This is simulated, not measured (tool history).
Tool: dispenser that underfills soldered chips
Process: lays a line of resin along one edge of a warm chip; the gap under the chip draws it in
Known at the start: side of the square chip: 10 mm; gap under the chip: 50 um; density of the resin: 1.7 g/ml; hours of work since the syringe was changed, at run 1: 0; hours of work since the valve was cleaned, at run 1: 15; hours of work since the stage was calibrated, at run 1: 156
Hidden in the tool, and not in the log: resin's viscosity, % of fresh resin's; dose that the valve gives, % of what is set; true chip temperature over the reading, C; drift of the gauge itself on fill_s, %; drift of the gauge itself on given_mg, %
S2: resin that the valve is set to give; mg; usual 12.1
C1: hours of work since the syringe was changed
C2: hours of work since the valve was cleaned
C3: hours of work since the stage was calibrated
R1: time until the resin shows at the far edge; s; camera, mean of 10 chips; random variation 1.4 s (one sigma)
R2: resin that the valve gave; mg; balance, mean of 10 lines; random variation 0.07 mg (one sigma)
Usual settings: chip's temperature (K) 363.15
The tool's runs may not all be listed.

{"run": 1, "hour": 0.0, "chip's temperature (K)": 363.15, "S2": 12.1, "C1": 0, "C2": 15, "C3": 156, "R1": 144.8, "R2": 12.08}
{"run": 2, "hour": 7.7, "chip's temperature (K)": 363.15, "S2": 12.1, "C1": 6, "C2": 21, "C3": 162, "R1": 236.3, "R2": 11.98}
{"hour": 11.8, "done": "new syringe of resin"}
{"run": 3, "hour": 15.4, "chip's temperature (K)": 363.15, "S2": 12.1, "C1": 3, "C2": 27, "C3": 167, "R1": 178.4, "R2": 11.86}
{"run": 4, "hour": 20.6, "chip's temperature (K)": 363.15, "S2": 12.1, "C1": 7, "C2": 31, "C3": 171, "R1": 250.0, "R2": 11.81}
{"hour": 23.8, "done": "new syringe of resin"}
{"run": 5, "hour": 27.9, "chip's temperature (K)": 363.15, "S2": 12.1, "C1": 3, "C2": 36, "C3": 176, "R1": 185.7, "R2": 11.82}
{"run": 6, "hour": 32.4, "chip's temperature (K)": 363.15, "S2": 12.1, "C1": 6, "C2": 39, "C3": 180, "R1": 241.1, "R2": 11.69}
{"hour": 36.0, "done": "new syringe of resin"}
{"run": 7, "hour": 40.5, "chip's temperature (K)": 363.15, "S2": 12.1, "C1": 3, "C2": 45, "C3": 186, "R1": 192.8, "R2": 11.77}
{"hour": 48.3, "done": "new syringe of resin"}
{"run": 8, "hour": 48.3, "chip's temperature (K)": 363.15, "S2": 12.1, "C1": 0, "C2": 51, "C3": 191, "R1": 141.9, "R2": 11.73}
{"run": 9, "hour": 55.2, "chip's temperature (K)": 363.15, "S2": 12.1, "C1": 5, "C2": 56, "C3": 196, "R1": 221.9, "R2": 11.52}
{"hour": 60.3, "done": "new syringe of resin"}
{"run": 10, "hour": 62.7, "chip's temperature (K)": 363.15, "S2": 12.1, "C1": 2, "C2": 61, "C3": 202, "R1": 169.2, "R2": 11.63}
{"run": 11, "hour": 69.9, "chip's temperature (K)": 363.15, "S2": 12.1, "C1": 7, "C2": 66, "C3": 207, "R1": 267.3, "R2": 11.57}
{"hour": 72.9, "done": "new syringe of resin"}
{"run": 12, "hour": 78.1, "chip's temperature (K)": 363.15, "S2": 12.1, "C1": 4, "C2": 72, "C3": 213, "R1": 200.4, "R2": 11.48}
{"run": 13, "hour": 83.8, "chip's temperature (K)": 363.15, "S2": 12.1, "C1": 8, "C2": 77, "C3": 217, "R1": 289.1, "R2": 11.42}
{"hour": 84.7, "done": "new syringe of resin"}
{"run": 14, "hour": 91.2, "chip's temperature (K)": 363.15, "S2": 12.1, "C1": 5, "C2": 82, "C3": 223, "R1": 219.7, "R2": 11.45}
{"hour": 97.1, "done": "new syringe of resin"}
{"run": 15, "hour": 97.5, "chip's temperature (K)": 363.15, "S2": 12.1, "C1": 0, "C2": 86, "C3": 227, "R1": 149.1, "R2": 11.4}
{"run": 16, "hour": 104.5, "chip's temperature (K)": 363.15, "S2": 13.2, "C1": 5, "C2": 92, "C3": 232, "R1": 234.0, "R2": 12.38}
{"hour": 109.3, "done": "new syringe of resin"}
{"run": 17, "hour": 112.9, "chip's temperature (K)": 363.15, "S2": 12.0, "C1": 3, "C2": 98, "C3": 238, "R1": 184.0, "R2": 11.19}
{"hour": 121.9, "done": "new syringe of resin"}
{"run": 18, "hour": 123.8, "chip's temperature (K)": 350.15, "S2": 13.2, "C1": 1, "C2": 106, "C3": 246, "R1": 278.9, "R2": 12.32}
{"hour": 133.6, "done": "new syringe of resin"}
{"run": 19, "hour": 134.8, "chip's temperature (K)": 350.15, "S2": 13.2, "C1": 1, "C2": 113, "C3": 254, "R1": 255.8, "R2": 12.13}
{"hour": 136.7, "done": "dispensing valve cleaned and set on the balance"}
{"run": 20, "hour": 144.2, "chip's temperature (K)": 349.15, "S2": 13.9, "C1": 7, "C2": 6, "C3": 260, "R1": 457.1, "R2": 13.86}
{"hour": 146.9, "done": "new syringe of resin"}
{"run": 21, "hour": 153.7, "chip's temperature (K)": 364.15, "S2": 13.7, "C1": 5, "C2": 12, "C3": 267, "R1": 209.1, "R2": 13.54}
{"hour": 159.0, "done": "new syringe of resin"}
{"run": 22, "hour": 159.6, "chip's temperature (K)": 364.15, "S2": 13.7, "C1": 0, "C2": 17, "C3": 272, "R1": 144.1, "R2": 13.56}
{"run": 23, "hour": 164.7, "chip's temperature (K)": 364.15, "S2": 13.7, "C1": 4, "C2": 20, "C3": 275, "R1": 201.1, "R2": 13.67}
{"hour": 171.0, "done": "new syringe of resin"}
{"run": 24, "hour": 171.8, "chip's temperature (K)": 364.15, "S2": 13.7, "C1": 1, "C2": 25, "C3": 280, "R1": 145.1, "R2": 13.45}
{"run": 25, "hour": 176.4, "chip's temperature (K)": 348.15, "S2": 13.8, "C1": 4, "C2": 29, "C3": 284, "R1": 364.3, "R2": 13.51}
{"run": 26, "hour": 181.2, "chip's temperature (K)": 362.15, "S2": 11.0, "C1": 8, "C2": 33, "C3": 287, "R1": 298.2, "R2": 10.84}
{"hour": 183.7, "done": "new syringe of resin"}
{"run": 27, "hour": 190.4, "chip's temperature (K)": 377.15, "S2": 11.8, "C1": 5, "C2": 39, "C3": 294, "R1": 135.6, "R2": 11.46}

Forecast run 28:
{"hour": 196.1, "done": "new syringe of resin"}
{"run": 28, "hour": 199.3, "chip's temperature (K)": 361.15, "S2": 10.3, "C1": 2, "C2": 46, "C3": 300, "R1": "?", "R2": "?"}

R1: 204.2 s
R2: 9.91 mg
Without the tool's hidden state the same run would have given R1 153.3 s, R2 10.24 mg.
